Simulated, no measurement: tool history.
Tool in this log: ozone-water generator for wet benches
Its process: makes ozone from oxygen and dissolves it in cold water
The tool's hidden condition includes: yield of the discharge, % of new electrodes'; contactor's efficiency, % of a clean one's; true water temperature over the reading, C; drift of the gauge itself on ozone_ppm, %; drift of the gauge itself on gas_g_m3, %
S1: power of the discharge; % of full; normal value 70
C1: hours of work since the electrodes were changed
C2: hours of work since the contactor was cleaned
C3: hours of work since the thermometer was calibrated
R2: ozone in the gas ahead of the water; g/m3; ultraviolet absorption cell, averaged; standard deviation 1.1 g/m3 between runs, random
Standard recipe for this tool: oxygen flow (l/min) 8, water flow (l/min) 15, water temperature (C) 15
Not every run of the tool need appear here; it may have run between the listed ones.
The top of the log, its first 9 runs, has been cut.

run 10 hour=270.8 | S1=70 oxygen_flow_(l/min)=8 water_flow_(l/min)=19 water_temperature_(C)=15 | C1=1848 C2=1033 C3=2935 | dissolved_ozone_(ppm)=18 R2=180.3
run 11 hour=309.3 | S1=70 oxygen_flow_(l/min)=8 water_flow_(l/min)=19 water_temperature_(C)=15 | C1=1887 C2=1071 C3=2973 | dissolved_ozone_(ppm)=18 R2=177.3
run 12 hour=346.4 | S1=70 oxygen_flow_(l/min)=8 water_flow_(l/min)=19 water_temperature_(C)=15 | C1=1923 C2=1108 C3=3010 | dissolved_ozone_(ppm)=18.3 R2=179.6
run 13 hour=378.1 | S1=70 oxygen_flow_(l/min)=8 water_flow_(l/min)=19 water_temperature_(C)=15 | C1=1955 C2=1139 C3=3041 | dissolved_ozone_(ppm)=17.9 R2=176.3
run 14 hour=415.7 | S1=70 oxygen_flow_(l/min)=8 water_flow_(l/min)=19 water_temperature_(C)=15 | C1=1992 C2=1176 C3=3078 | dissolved_ozone_(ppm)=17.9 R2=177.8
run 15 hour=436 | S1=70 oxygen_flow_(l/min)=8 water_flow_(l/min)=19 water_temperature_(C)=15 | C1=2012 C2=1197 C3=3098 | dissolved_ozone_(ppm)=17.9 R2=178.8
run 16 hour=474.8 | S1=70 oxygen_flow_(l/min)=8 water_flow_(l/min)=15 water_temperature_(C)=15 | C1=2051 C2=1235 C3=3137 | dissolved_ozone_(ppm)=21.8 R2=179.7
run 17 hour=496.9 | S1=70 oxygen_flow_(l/min)=5.83 water_flow_(l/min)=15 water_temperature_(C)=15 | C1=2072 C2=1257 C3=3159 | dissolved_ozone_(ppm)=21.5 R2=201.1
run 18 hour=520 | S1=70 oxygen_flow_(l/min)=5.83 water_flow_(l/min)=15 water_temperature_(C)=15 | C1=2095 C2=1280 C3=3182 | dissolved_ozone_(ppm)=21.4 R2=203.2
run 19 hour=553.6 | S1=70 oxygen_flow_(l/min)=8 water_flow_(l/min)=12 water_temperature_(C)=15 | C1=2129 C2=1313 C3=3215 | dissolved_ozone_(ppm)=25.2 R2=178.4
run 20 hour=573 | S1=70 oxygen_flow_(l/min)=11.88 water_flow_(l/min)=15 water_temperature_(C)=15 | C1=2148 C2=1332 C3=3234 | dissolved_ozone_(ppm)=20.7 R2=151.2
-- hour=580.6 contactor cleaned
run 21 hour=595.3 | S1=57 oxygen_flow_(l/min)=4.73 water_flow_(l/min)=15 water_temperature_(C)=15 | C1=2166 C2=15 C3=3252 | dissolved_ozone_(ppm)=18.4 R2=197.2
run 22 hour=621.8 | S1=57 oxygen_flow_(l/min)=4.73 water_flow_(l/min)=15 water_temperature_(C)=15 | C1=2192 C2=41 C3=3279 | dissolved_ozone_(ppm)=18.2 R2=197.1
run 23 hour=644 | S1=57 oxygen_flow_(l/min)=4.73 water_flow_(l/min)=15 water_temperature_(C)=15 | C1=2214 C2=63 C3=3300 | dissolved_ozone_(ppm)=18.4 R2=197.5
run 24 hour=660.4 | S1=70 oxygen_flow_(l/min)=8 water_flow_(l/min)=20 water_temperature_(C)=15 | C1=2230 C2=79 C3=3317 | dissolved_ozone_(ppm)=16.6 R2=178.2

Run 25 is up next; what results do you expect?
-- hour=686.1 contactor cleaned, once more
run 25 hour=694.6 | S1=70 oxygen_flow_(l/min)=13.42 water_flow_(l/min)=24 water_temperature_(C)=7 | C1=2260 C2=8 C3=3347 | dissolved_ozone_(ppm)=? R2=?

Run 25 produced dissolved ozone (ppm) 17.7, R2 141.1 g/m3.
Were there no unlogged condition in the tool, this run, its random variation unchanged, would have produced dissolved ozone (ppm) 19.4, R2 152.4 g/m3.
